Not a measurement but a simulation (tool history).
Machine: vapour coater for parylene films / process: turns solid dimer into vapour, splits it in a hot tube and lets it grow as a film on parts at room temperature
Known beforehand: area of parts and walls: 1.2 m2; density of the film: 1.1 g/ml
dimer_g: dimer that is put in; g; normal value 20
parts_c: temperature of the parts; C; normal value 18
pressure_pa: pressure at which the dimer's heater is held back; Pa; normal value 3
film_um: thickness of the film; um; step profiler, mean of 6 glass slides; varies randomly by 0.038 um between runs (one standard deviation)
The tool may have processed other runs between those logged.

{"run": 1, "day": 0.0, "dimer_g": 20, "parts_c": 18, "pressure_pa": 3, "film_um": 10.15}
{"run": 2, "day": 0.825, "dimer_g": 20, "parts_c": 28, "pressure_pa": 3, "film_um": 6.84}
{"run": 3, "day": 1.625, "dimer_g": 20, "parts_c": 28, "pressure_pa": 3, "film_um": 6.82}
{"run": 4, "day": 2.421, "dimer_g": 20, "parts_c": 18, "pressure_pa": 3, "film_um": 10.11}
{"run": 5, "day": 3.167, "dimer_g": 20, "parts_c": 18, "pressure_pa": 3, "film_um": 10.11}
{"run": 6, "day": 4.446, "dimer_g": 20, "parts_c": 16, "pressure_pa": 3, "film_um": 10.9}
{"run": 7, "day": 5.221, "dimer_g": 20, "parts_c": 16, "pressure_pa": 3, "film_um": 10.9}
{"run": 8, "day": 6.288, "dimer_g": 20, "parts_c": 16, "pressure_pa": 3, "film_um": 10.99}
{"run": 9, "day": 7.85, "dimer_g": 20, "parts_c": 16, "pressure_pa": 3, "film_um": 11.01}
{"run": 10, "day": 9.112, "dimer_g": 20, "parts_c": 16, "pressure_pa": 3, "film_um": 11}
{"run": 11, "day": 9.875, "dimer_g": 20, "parts_c": 16, "pressure_pa": 3, "film_um": 11.05}
{"run": 12, "day": 11.446, "dimer_g": 20, "parts_c": 18, "pressure_pa": 3, "film_um": 10.1}
{"run": 13, "day": 12.292, "dimer_g": 20, "parts_c": 18, "pressure_pa": 3, "film_um": 10.07}
{"run": 14, "day": 13.808, "dimer_g": 20, "parts_c": 18, "pressure_pa": 3, "film_um": 10.15}
{"run": 15, "day": 15.283, "dimer_g": 25, "parts_c": 18, "pressure_pa": 3, "film_um": 12.68}
{"run": 16, "day": 15.967, "dimer_g": 25, "parts_c": 18, "pressure_pa": 3, "film_um": 12.51}
{"run": 17, "day": 16.992, "dimer_g": 20, "parts_c": 18, "pressure_pa": 3, "film_um": 10.19}
{"run": 18, "day": 17.896, "dimer_g": 20, "parts_c": 24, "pressure_pa": 3, "film_um": 7.95}
{"run": 19, "day": 19.462, "dimer_g": 9, "parts_c": 18, "pressure_pa": 3, "film_um": 4.58}
{"run": 20, "day": 20.692, "dimer_g": 20, "parts_c": 18, "pressure_pa": 3, "film_um": 10.19}
{"run": 21, "day": 21.5, "dimer_g": 20, "parts_c": 18, "pressure_pa": 3, "film_um": 10.13}
{"run": 22, "day": 22.346, "dimer_g": 29, "parts_c": 18, "pressure_pa": 3, "film_um": 14.67}
{"run": 23, "day": 23.433, "dimer_g": 20, "parts_c": 18, "pressure_pa": 3, "film_um": 10.18}
{"run": 24, "day": 24.238, "dimer_g": 20, "parts_c": 18, "pressure_pa": 11.45, "film_um": 8.16}
{"run": 25, "day": 25.783, "dimer_g": 28, "parts_c": 20, "pressure_pa": 5.49, "film_um": 11.93}
{"run": 26, "day": 26.8, "dimer_g": 19, "parts_c": 12, "pressure_pa": 2.08, "film_um": 12.97}
{"run": 27, "day": 27.754, "dimer_g": 19, "parts_c": 12, "pressure_pa": 2.08, "film_um": 12.92}
{"run": 28, "day": 28.475, "dimer_g": 20, "parts_c": 21, "pressure_pa": 5.01, "film_um": 8.24}
{"run": 29, "day": 29.483, "dimer_g": 12, "parts_c": 18, "pressure_pa": 2.47, "film_um": 6.28}
{"run": 30, "day": 30.942, "dimer_g": 16, "parts_c": 23, "pressure_pa": 3.2, "film_um": 6.57}
{"run": 31, "day": 31.717, "dimer_g": 16, "parts_c": 23, "pressure_pa": 3.2, "film_um": 6.55}
{"run": 32, "day": 32.988, "dimer_g": 16, "parts_c": 23, "pressure_pa": 3.2, "film_um": 6.57}
{"run": 33, "day": 34.238, "dimer_g": 16, "parts_c": 23, "pressure_pa": 3.2, "film_um": 6.58}
{"run": 34, "day": 35.404, "dimer_g": 33, "parts_c": 12, "pressure_pa": 2.74, "film_um": 21.71}
{"run": 35, "day": 36.404, "dimer_g": 33, "parts_c": 12, "pressure_pa": 2.74, "film_um": 21.58}
{"run": 36, "day": 37.762, "dimer_g": 8, "parts_c": 12, "pressure_pa": 3.13, "film_um": 5.14}
{"run": 37, "day": 38.912, "dimer_g": 8, "parts_c": 12, "pressure_pa": 3.13, "film_um": 5.1}
{"run": 38, "day": 40.258, "dimer_g": 8, "parts_c": 24, "pressure_pa": 3.84, "film_um": 3.05}
{"run": 39, "day": 41.825, "dimer_g": 8, "parts_c": 24, "pressure_pa": 3.66, "film_um": 3.1}
{"run": 40, "day": 42.842, "dimer_g": 8, "parts_c": 24, "pressure_pa": 4.4, "film_um": 3.02}
{"run": 41, "day": 44.329, "dimer_g": 8, "parts_c": 11, "pressure_pa": 7.89, "film_um": 4.59}
{"run": 42, "day": 44.967, "dimer_g": 27, "parts_c": 19, "pressure_pa": 9.06, "film_um": 11.04}
{"run": 43, "day": 46.196, "dimer_g": 27, "parts_c": 19, "pressure_pa": 9.06, "film_um": 10.97}
{"run": 44, "day": 47.583, "dimer_g": 16, "parts_c": 17, "pressure_pa": 10.59, "film_um": 6.9}
{"run": 45, "day": 48.733, "dimer_g": 23, "parts_c": 16, "pressure_pa": 5.49, "film_um": 11.48}

Taken out of this log: 4 entries between the listed runs. Where each belongs, and how the hidden state differs across it:
After run 5, before run 6: trap's valve overhauled (day 3.933)
  vapour lost through the trap's worn valve, %: 0.4 -> 0
  measured minus no-state result, film_um: -0.03 -> -0.01 um
After run 16, before run 17: trap's valve overhauled (day 16.379)
  vapour lost through the trap's worn valve, %: 0.4 -> 0
  measured minus no-state result, film_um: -0.04 -> +0.01 um
After run 28, before run 29: trap's valve overhauled (day 28.842)
  vapour lost through the trap's worn valve, %: 0.4 -> 0
  measured minus no-state result, film_um: -0.02 -> +0 um
After run 38, before run 39: trap's valve overhauled (day 41.317)
  vapour lost through the trap's worn valve, %: 0.4 -> 0
  measured minus no-state result, film_um: -0.01 -> +0 um

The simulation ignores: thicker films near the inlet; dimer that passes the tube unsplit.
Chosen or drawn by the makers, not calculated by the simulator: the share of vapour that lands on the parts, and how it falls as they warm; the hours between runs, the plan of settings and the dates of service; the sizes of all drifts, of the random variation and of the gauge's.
